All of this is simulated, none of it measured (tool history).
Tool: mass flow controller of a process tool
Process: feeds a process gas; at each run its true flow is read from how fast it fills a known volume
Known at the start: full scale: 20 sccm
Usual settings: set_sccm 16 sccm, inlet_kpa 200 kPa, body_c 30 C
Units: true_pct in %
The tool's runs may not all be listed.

run 1 day=0 | set_sccm=16 inlet_kpa=200 body_c=30 | true_pct=101.24
run 2 day=10.425 | set_sccm=16 inlet_kpa=200 body_c=30 | true_pct=101.34
run 3 day=16.204 | set_sccm=5 inlet_kpa=200 body_c=30 | true_pct=102.51
run 4 day=24.104 | set_sccm=16 inlet_kpa=200 body_c=30 | true_pct=101.39
run 5 day=31.721 | set_sccm=16 inlet_kpa=200 body_c=30 | true_pct=101.38
run 6 day=40.625 | set_sccm=16 inlet_kpa=200 body_c=20 | true_pct=101.79
run 7 day=51.821 | set_sccm=16 inlet_kpa=200 body_c=20 | true_pct=102.02
run 8 day=58.529 | set_sccm=16 inlet_kpa=200 body_c=20 | true_pct=102.03
-- day=64.308 controller's zero set anew
run 9 day=64.308 | set_sccm=16 inlet_kpa=200 body_c=20 | true_pct=102.31
run 10 day=74.133 | set_sccm=16 inlet_kpa=200 body_c=20 | true_pct=102.57
run 11 day=79.558 | set_sccm=16 inlet_kpa=200 body_c=20 | true_pct=102.32
run 12 day=84.638 | set_sccm=16 inlet_kpa=200 body_c=20 | true_pct=102.5
run 13 day=90.725 | set_sccm=12 inlet_kpa=153 body_c=34 | true_pct=101.87
-- day=98.462 controller's zero set anew, once more
run 14 day=102.058 | set_sccm=12 inlet_kpa=153 body_c=34 | true_pct=99.64
run 15 day=112.038 | set_sccm=4 inlet_kpa=246 body_c=34 | true_pct=98.73
run 16 day=123.783 | set_sccm=8 inlet_kpa=145 body_c=30 | true_pct=99.59
run 17 day=130.333 | set_sccm=3 inlet_kpa=146 body_c=30 | true_pct=99.33
run 18 day=140.054 | set_sccm=16 inlet_kpa=166 body_c=31 | true_pct=100.5
run 19 day=146.808 | set_sccm=16 inlet_kpa=166 body_c=31 | true_pct=100.76
run 20 day=153.275 | set_sccm=6 inlet_kpa=253 body_c=21 | true_pct=99.95

3 ways to go on from here, each from the tool as it stands after run 20. What would each give?
run A day=164.492 | set_sccm=6 inlet_kpa=223 body_c=22 | true_pct=?
run B day=164.492 | set_sccm=6 inlet_kpa=253 body_c=37 | true_pct=?
run C day=164.492 | set_sccm=6 inlet_kpa=192 body_c=21 | true_pct=?

run=A true_pct=100.23
run=B true_pct=99.41
run=C true_pct=100.16
Without the tool's hidden state the same runs would have given:
run=A true_pct=98.29
run=B true_pct=97.47
run=C true_pct=98.22

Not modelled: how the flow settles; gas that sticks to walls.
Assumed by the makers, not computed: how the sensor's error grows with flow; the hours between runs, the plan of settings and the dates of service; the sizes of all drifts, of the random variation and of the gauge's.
